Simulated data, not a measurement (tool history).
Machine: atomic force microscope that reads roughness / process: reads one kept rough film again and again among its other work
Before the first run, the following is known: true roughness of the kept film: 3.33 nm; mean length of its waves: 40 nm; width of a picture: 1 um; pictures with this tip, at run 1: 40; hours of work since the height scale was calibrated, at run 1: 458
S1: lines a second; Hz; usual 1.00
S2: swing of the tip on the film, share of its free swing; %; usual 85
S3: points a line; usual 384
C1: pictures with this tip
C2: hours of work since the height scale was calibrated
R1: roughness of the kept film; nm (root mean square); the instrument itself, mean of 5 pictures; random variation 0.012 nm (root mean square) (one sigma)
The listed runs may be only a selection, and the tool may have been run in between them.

run,hour,S1,S2,S3,C1,C2,R1
1,0.0,1.00,85,384,40,458,2.799
2,17.6,0.96,85,384,70,467,2.753
# hour 22.5: new tip fitted
3,55.4,1.00,85,384,57,488,2.745
# hour 69.9: new tip fitted
4,84.4,0.66,85,384,25,504,2.876
# hour 115.8: new tip fitted
5,124.7,0.66,85,384,16,526,2.903
6,155.7,0.66,85,384,69,544,2.727
# hour 161.8: new tip fitted
7,195.3,1.00,85,384,58,566,2.739
# hour 207.1: new tip fitted
8,239.2,1.00,85,384,55,590,2.774
# hour 256.2: new tip fitted
9,263.7,0.82,85,384,13,603,2.917
# hour 304.2: new tip fitted
10,304.8,2.01,66,765,1,626,2.932
11,334.0,1.37,63,435,51,642,2.836
# hour 351.6: new tip fitted
12,361.8,1.78,86,432,18,658,2.755
13,382.5,1.78,86,432,53,669,2.678
# hour 398.7: new tip fitted
14,416.0,0.88,72,596,30,688,2.898
15,433.8,3.22,56,411,61,698,2.796
# hour 444.5: new tip fitted
16,457.3,3.22,56,411,22,710,2.867
# hour 490.9: new tip fitted
17,494.1,1.16,77,384,6,731,2.928
# hour 537.4: new tip fitted
18,537.4,0.57,77,384,0,755,2.982

3 options for the next run, each taken on its own from the tool as it stands now. Forecast them:
A,558.1,0.57,77,428,35,766,?
B,558.1,1.50,77,384,35,766,?
C,558.1,2.08,61,920,35,766,?

run,R1
A,2.880
B,2.793
C,2.857
Take away the tool's hidden state, keep each run's random variation, and the runs would have read:
run,R1
A,3.033
B,2.942
C,3.009
